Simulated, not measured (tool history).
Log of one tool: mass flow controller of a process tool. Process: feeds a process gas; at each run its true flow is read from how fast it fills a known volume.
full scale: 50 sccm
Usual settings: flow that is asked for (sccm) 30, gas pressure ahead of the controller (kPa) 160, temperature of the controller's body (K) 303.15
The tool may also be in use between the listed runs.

run	hour	flow that is asked for (sccm)	gas pressure ahead of the controller (kPa)	temperature of the controller's body (K)	true flow (%)
1	0.0	30	160	303.15	99.87
2	379.3	30	160	303.15	99.91
3	869.8	30	160	303.15	100.16
4	1228.3	30	150	303.15	100.37
5	1618.6	23	160	303.15	100.12
6	1856.0	30	160	303.15	100.59
7	2315.4	30	160	303.15	100.71
8	2764.9	30	160	303.15	100.99
9	3149.0	30	160	303.15	101.11
10	3349.7	30	160	303.15	101.19
# hour 3372.8: controller's zero set anew
11	3625.7	30	160	303.15	101.02
12	3998.0	30	160	302.15	101.24
# hour 4290.4: controller's zero set anew, once more
13	4443.6	20	211	313.15	102.04
14	4836.9	8	160	308.15	101.55
15	5181.7	24	160	295.15	101.67
16	5549.6	24	160	295.15	101.85
17	5792.7	20	156	310.15	102.75
18	6154.7	9	176	309.15	101.57
19	6563.8	40	255	297.15	102.46
20	6864.9	30	194	304.15	102.83
21	7157.6	30	194	304.15	103.17
22	7546.8	49	174	304.15	104.46
23	7850.4	43	162	304.15	104.30

Forecast each of these 3 alternatives for the next run:
A	8301.1	30	160	304.15	?
B	8301.1	25	162	304.15	?
C	8301.1	45	162	304.15	?

run	true flow (%)
A	103.66
B	103.47
C	104.71
Without the tool's hidden state the same runs would have given:
run	true flow (%)
A	99.63
B	99.55
C	100.50
